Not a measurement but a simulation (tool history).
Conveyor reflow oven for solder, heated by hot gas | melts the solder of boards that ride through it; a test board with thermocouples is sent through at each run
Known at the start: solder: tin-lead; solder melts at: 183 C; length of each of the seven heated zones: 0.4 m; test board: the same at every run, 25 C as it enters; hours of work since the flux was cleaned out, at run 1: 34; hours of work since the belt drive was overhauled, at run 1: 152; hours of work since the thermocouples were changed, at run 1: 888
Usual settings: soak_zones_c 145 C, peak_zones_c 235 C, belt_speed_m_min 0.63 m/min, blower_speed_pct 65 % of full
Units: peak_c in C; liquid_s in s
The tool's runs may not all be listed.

run,hour,soak_zones_c,peak_zones_c,belt_speed_m_min,blower_speed_pct,hours of work since the flux was cleaned out,hours of work since the belt drive was overhauled,hours of work since the thermocouples were changed,peak_c,liquid_s
1,0,145,235,0.63,65,34,152,888,220.9,62.4
2,15.1,147,235,0.63,65,45,163,899,221,63.5
3,28.2,145,235,0.63,65,55,173,909,220.9,62.5
4,49.6,145,235,0.63,65,72,189,926,220.8,62.4
5,63,154,235,0.63,65,82,199,936,222.1,67
6,80,154,235,0.63,65,95,212,949,222.3,67.2
# hour 86.4: thermocouples of zones 6 and 7 changed
7,100.7,154,235,0.63,65,109,227,11,222.2,67
8,124.2,145,224,0.63,65,127,244,29,211.2,55.4
9,140,145,224,0.63,65,139,256,41,211.1,55.4
10,163.3,145,224,0.63,65,157,274,58,211.2,55.1
11,190,145,224,0.63,65,177,294,79,211.1,55.2
12,214.1,145,224,0.63,65,195,313,97,211.1,55.6
# hour 238: flux residue cleaned out of gas plates and filters
13,242.5,145,224,0.63,65,3,331,115,211.1,55.6
14,263.9,145,224,0.63,65,20,347,131,211.3,55.5
15,278.7,145,227,0.63,65,31,358,142,213.8,57.5
16,305.8,145,243,0.63,80,52,379,163,230.9,68.6
17,328.5,145,243,0.63,80,69,396,180,231.1,68.3
18,340.6,152,229,0.63,65,78,405,189,216.5,62.7
19,355.2,145,235,0.568,82,89,416,200,226.6,73.9
20,381.7,131,224,0.63,80,109,436,221,211.7,51.8
21,408.1,145,235,0.63,53,129,456,241,217.6,59.5
22,435.8,143,231,0.63,65,150,477,262,217.1,59
23,460.5,143,231,0.63,65,169,496,281,216.9,59.2
24,474.2,143,247,0.63,81,179,507,291,234.7,69.5
25,498.3,158,249,0.524,81,198,525,309,241.9,92.5
# hour 519.1: flux residue cleaned out of gas plates and filters
26,527,145,223,0.63,65,6,543,327,210.3,54.2
27,543.4,145,223,0.63,65,18,555,340,210.3,54.7
28,564.2,145,223,0.63,65,34,571,355,210.3,54.4
29,590.2,143,237,0.63,65,54,591,375,222.5,62.3
30,614.9,143,237,0.63,65,73,610,394,222.3,63

3 ways to go on from here, each from the tool as it stands after run 30. What would each give?
A,632.9,145,235,0.625,65,86,623,408,?,?
B,632.9,145,234,0.63,65,86,623,408,?,?
C,632.9,145,240,0.63,65,86,623,408,?,?

run,peak_c,liquid_s
A,221,63.3
B,219.8,61.9
C,225,65.3
Without the tool's hidden state the same runs would have given:
run,peak_c,liquid_s
A,221,63.2
B,219.8,61.8
C,225,65.3

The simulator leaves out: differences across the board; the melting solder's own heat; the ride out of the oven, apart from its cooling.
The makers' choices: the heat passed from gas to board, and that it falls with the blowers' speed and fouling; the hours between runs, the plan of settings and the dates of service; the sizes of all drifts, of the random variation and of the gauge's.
